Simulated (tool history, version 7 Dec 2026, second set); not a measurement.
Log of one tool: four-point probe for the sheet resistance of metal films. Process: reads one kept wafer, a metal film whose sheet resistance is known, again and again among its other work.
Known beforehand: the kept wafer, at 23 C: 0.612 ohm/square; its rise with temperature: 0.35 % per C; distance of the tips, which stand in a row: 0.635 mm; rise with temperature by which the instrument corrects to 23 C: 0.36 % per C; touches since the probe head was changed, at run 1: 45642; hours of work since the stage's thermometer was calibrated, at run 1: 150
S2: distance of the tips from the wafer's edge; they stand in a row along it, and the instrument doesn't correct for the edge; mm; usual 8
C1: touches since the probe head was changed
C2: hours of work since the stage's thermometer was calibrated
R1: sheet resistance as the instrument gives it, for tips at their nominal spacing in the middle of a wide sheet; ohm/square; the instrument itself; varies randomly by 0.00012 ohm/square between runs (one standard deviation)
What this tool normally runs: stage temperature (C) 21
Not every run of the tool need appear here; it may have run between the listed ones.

{"run": 1, "hour": 0.0, "stage temperature (C)": 21, "S2": 8, "C1": 45642, "C2": 150, "R1": 0.614413}
{"run": 2, "hour": 15.9, "stage temperature (C)": 21, "S2": 14, "C1": 46482, "C2": 160, "R1": 0.612751}
{"run": 3, "hour": 37.4, "stage temperature (C)": 21, "S2": 14, "C1": 47613, "C2": 173, "R1": 0.612898}
{"run": 4, "hour": 54.8, "stage temperature (C)": 21, "S2": 8, "C1": 48534, "C2": 184, "R1": 0.614412}
{"run": 5, "hour": 68.6, "stage temperature (C)": 21, "S2": 8, "C1": 49259, "C2": 193, "R1": 0.614327}
{"run": 6, "hour": 88.7, "stage temperature (C)": 21, "S2": 8, "C1": 50321, "C2": 205, "R1": 0.614228}
{"run": 7, "hour": 105.5, "stage temperature (C)": 21, "S2": 8, "C1": 51206, "C2": 216, "R1": 0.61408}
{"run": 8, "hour": 124.5, "stage temperature (C)": 21, "S2": 8, "C1": 52209, "C2": 228, "R1": 0.614117}
{"run": 9, "hour": 147.5, "stage temperature (C)": 21, "S2": 8, "C1": 53423, "C2": 242, "R1": 0.614325}

What does the tool deliver on the next run?
{"run": 10, "hour": 171.9, "stage temperature (C)": 21, "S2": 8, "C1": 54709, "C2": 257, "R1": "?"}

R1: 0.614386 ohm/square
Had the tool carried no hidden state, the very same run would have given R1 0.61438 ohm/square.

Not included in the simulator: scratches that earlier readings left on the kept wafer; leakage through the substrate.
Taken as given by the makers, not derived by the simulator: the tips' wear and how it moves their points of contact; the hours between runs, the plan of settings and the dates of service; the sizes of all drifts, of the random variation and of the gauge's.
